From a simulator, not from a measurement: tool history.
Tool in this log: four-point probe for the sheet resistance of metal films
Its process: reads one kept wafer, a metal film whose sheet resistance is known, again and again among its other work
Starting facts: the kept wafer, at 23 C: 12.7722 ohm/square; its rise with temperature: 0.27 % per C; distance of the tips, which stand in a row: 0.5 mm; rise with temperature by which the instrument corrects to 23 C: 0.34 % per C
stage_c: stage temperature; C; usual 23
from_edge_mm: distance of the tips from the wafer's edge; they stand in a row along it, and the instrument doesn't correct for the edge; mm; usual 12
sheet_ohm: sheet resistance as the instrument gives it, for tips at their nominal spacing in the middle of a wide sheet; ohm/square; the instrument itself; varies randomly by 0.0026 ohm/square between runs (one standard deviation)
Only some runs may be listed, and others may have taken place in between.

{"run": 1, "hour": 0.0, "stage_c": 23, "from_edge_mm": 12, "sheet_ohm": 12.871399}
{"run": 2, "hour": 69.7, "stage_c": 24, "from_edge_mm": 12, "sheet_ohm": 12.864013}
{"run": 3, "hour": 144.4, "stage_c": 24, "from_edge_mm": 12, "sheet_ohm": 12.867375}
{"run": 4, "hour": 224.1, "stage_c": 24, "from_edge_mm": 12, "sheet_ohm": 12.865981}
{"run": 5, "hour": 306.3, "stage_c": 23, "from_edge_mm": 12, "sheet_ohm": 12.875561}
{"run": 6, "hour": 392.6, "stage_c": 24, "from_edge_mm": 12, "sheet_ohm": 12.868704}
{"run": 7, "hour": 429.7, "stage_c": 23, "from_edge_mm": 12, "sheet_ohm": 12.87894}
{"run": 8, "hour": 468.7, "stage_c": 23, "from_edge_mm": 12, "sheet_ohm": 12.875594}
{"run": 9, "hour": 556.8, "stage_c": 23, "from_edge_mm": 12, "sheet_ohm": 12.882632}
{"run": 10, "hour": 614.2, "stage_c": 23, "from_edge_mm": 12, "sheet_ohm": 12.883008}
{"run": 11, "hour": 694.9, "stage_c": 23, "from_edge_mm": 12, "sheet_ohm": 12.887343}
{"hour": 759.2, "done": "stage's thermometer calibrated"}
{"run": 12, "hour": 759.2, "stage_c": 23, "from_edge_mm": 12, "sheet_ohm": 12.879977}

Run 13, settings as shown, results not yet in. Your forecast:
{"run": 13, "hour": 810.7, "stage_c": 19, "from_edge_mm": 40, "sheet_ohm": "?"}

For run 13 the tool returned sheet_ohm 12.903360 ohm/square.
The same run, on a tool lacking any hidden state, would have yielded sheet_ohm 12.811167 ohm/square.

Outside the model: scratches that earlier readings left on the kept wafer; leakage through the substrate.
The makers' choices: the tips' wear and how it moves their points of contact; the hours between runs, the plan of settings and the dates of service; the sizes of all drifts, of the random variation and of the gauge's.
